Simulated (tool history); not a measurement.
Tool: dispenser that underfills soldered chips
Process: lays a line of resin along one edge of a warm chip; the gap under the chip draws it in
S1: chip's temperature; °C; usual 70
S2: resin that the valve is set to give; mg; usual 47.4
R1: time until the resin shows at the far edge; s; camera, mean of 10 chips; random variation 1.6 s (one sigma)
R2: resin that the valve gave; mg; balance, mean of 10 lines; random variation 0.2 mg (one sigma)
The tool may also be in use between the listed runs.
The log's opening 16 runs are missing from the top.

run	hour	S1	S2	R1	R2
# hour 163.8: new syringe of resin
17	169.4	77	47.4	200.7	45.79
# hour 174.8: new syringe of resin
# hour 181.3: stage's temperature calibrated
18	181.5	65	58.0	267.5	56.00
# hour 186.0: new syringe of resin
19	193.8	65	58.0	309.5	55.05
# hour 196.4: new syringe of resin
20	201.6	70	57.0	216.5	54.40
# hour 207.1: new syringe of resin
21	211.0	73	54.7	175.9	52.21
# hour 217.0: new syringe of resin
22	224.0	73	54.7	211.0	51.83
# hour 227.0: new syringe of resin
23	233.7	59	47.4	383.8	44.62
# hour 237.8: new syringe of resin
# hour 244.0: dispensing valve cleaned and set on the balance
24	245.3	59	47.4	366.8	47.73

Predict the results of run 25:
# hour 249.1: new syringe of resin
25	251.6	57	59.3	?	?

R1: 303.9 s
R2: 59.18 mg
The same run, on a tool lacking any hidden state, would have yielded R1 260.0 s, R2 59.22 mg.
